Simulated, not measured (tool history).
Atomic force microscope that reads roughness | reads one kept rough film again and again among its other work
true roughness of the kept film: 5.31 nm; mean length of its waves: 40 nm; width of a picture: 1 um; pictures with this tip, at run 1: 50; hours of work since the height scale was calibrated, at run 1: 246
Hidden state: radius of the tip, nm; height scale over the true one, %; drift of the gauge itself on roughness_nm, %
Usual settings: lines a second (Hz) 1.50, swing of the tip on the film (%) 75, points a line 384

run   hour  lines a second (Hz)  swing of the tip on the film (%)  points a line  pictures with this tip  hours of work since the height scale was calibrated  roughness of the kept film (nm (root mean square))
  1    0.0                 1.50                                75            384                      50                                                  246                                               4.397
  2   10.5                 1.50                                75            384                      67                                                  254                                               4.363
  3   19.4                 1.50                                68            384                      82                                                  261                                               4.489
  4   25.9                 1.15                                75            384                      92                                                  266                                               4.404
  5   34.8                 1.15                                62            384                     107                                                  273                                               4.540
  6   40.9                 1.50                                75            384                     117                                                  277                                               4.234
  7   50.6                 1.50                                75            384                     132                                                  285                                               4.226
  8   59.1                 0.52                                75            384                     146                                                  291                                               4.500
  9   65.1                 0.52                                75            384                     156                                                  296                                               4.484
 10   75.6                 0.52                                75            384                     173                                                  304                                               4.448
 11   81.5                 0.52                                75            384                     182                                                  309                                               4.422
 12   88.3                 3.94                                75            384                     193                                                  314                                               3.562
 13   96.4                 3.94                                75            384                     206                                                  320                                               3.566
     105.2  -- new tip fitted
 14  107.5                 3.94                                75            384                       3                                                  328                                               3.850
 15  113.1                 1.50                                75            384                      12                                                  333                                               4.438
 16  121.2                 1.50                                75            384                      26                                                  339                                               4.393
 17  130.9                 1.50                                89            384                      41                                                  346                                               4.003
 18  140.8                 1.75                                57            447                      57                                                  354                                               4.613
 19  146.9                 1.75                                57            447                      67                                                  359                                               4.608
 20  155.0                 1.30                                57            956                      80                                                  365                                               4.667
 21  163.8                 1.30                                57            956                      94                                                  372                                               4.635
 22  172.9                 1.30                                57            956                     109                                                  379                                               4.583
 23  179.4                 2.48                                81            353                     120                                                  384                                               3.794
 24  185.8                 1.50                                67            384                     130                                                  389                                               4.367
 25  196.1                 1.50                                75            832                     147                                                  397                                               4.196
 26  201.6                 0.72                                62            318                     156                                                  401                                               4.489
 27  207.4                 3.20                                57            901                     165                                                  406                                               4.281
 28  213.7                 3.08                                61            384                     175                                                  410                                               4.167
 29  223.9                 2.70                                67            384                     192                                                  418                                               4.088

3 ways to go on from here, each from the tool as it stands after run 29. What would each give?
  A  231.2                 2.09                                76            291                     203                                                  424                                                   ?
  B  231.2                 1.50                                89            384                     203                                                  424                                                   ?
  C  231.2                 1.84                                80            728                     203                                                  424                                                   ?

run  roughness of the kept film (nm (root mean square))
  A                                               3.908
  B                                               3.742
  C                                               3.885
Without the tool's hidden state the same runs would have given:
run  roughness of the kept film (nm (root mean square))
  A                                               4.286
  B                                               4.104
  C                                               4.261
